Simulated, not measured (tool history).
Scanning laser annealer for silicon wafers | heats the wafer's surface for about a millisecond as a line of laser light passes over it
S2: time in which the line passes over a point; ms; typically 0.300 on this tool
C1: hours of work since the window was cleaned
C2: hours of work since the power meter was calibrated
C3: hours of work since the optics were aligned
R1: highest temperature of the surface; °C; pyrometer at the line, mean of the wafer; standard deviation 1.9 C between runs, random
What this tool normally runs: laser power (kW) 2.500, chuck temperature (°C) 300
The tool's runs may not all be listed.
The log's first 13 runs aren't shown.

Run 14, hour 369.2: usual settings but S2 0.239 ms; C1 461; C2 633; C3 1456. Result: R1 999 °C.
Run 15, hour 403.5: usual settings but S2 0.239 ms; C1 482; C2 654; C3 1477. Result: R1 1004 °C.
Run 16, hour 429.2: usual settings but S2 0.233 ms; C1 498; C2 670; C3 1493. Result: R1 991 °C.
Run 17, hour 458.6: usual settings but S2 0.233 ms; C1 516; C2 688; C3 1511. Result: R1 991 °C.
Run 18, hour 475.1: usual settings but S2 0.233 ms; C1 527; C2 698; C3 1521. Result: R1 993 °C.
Run 19, hour 498.6: usual settings but S2 0.233 ms; C1 541; C2 713; C3 1536. Result: R1 989 °C.
Run 20, hour 516.7: usual settings; C1 552; C2 724; C3 1547. Result: R1 1103 °C.
Run 21, hour 543.2: usual settings; C1 569; C2 741; C3 1564. Result: R1 1100 °C.
Run 22, hour 563.0: usual settings but laser power (kW) 2.347, S2 0.303 ms, chuck temperature (°C) 316; C1 581; C2 753; C3 1576. Result: R1 1069 °C.

Estimate the outcome of run 23 from the log above:
Run 23, hour 596.0: usual settings but S2 0.301 ms; C1 602; C2 774; C3 1597. Result: R1 ?.

R1: 1106 °C
Were there no unlogged condition in the tool, this run, its random variation unchanged, would have produced R1 1107 °C.

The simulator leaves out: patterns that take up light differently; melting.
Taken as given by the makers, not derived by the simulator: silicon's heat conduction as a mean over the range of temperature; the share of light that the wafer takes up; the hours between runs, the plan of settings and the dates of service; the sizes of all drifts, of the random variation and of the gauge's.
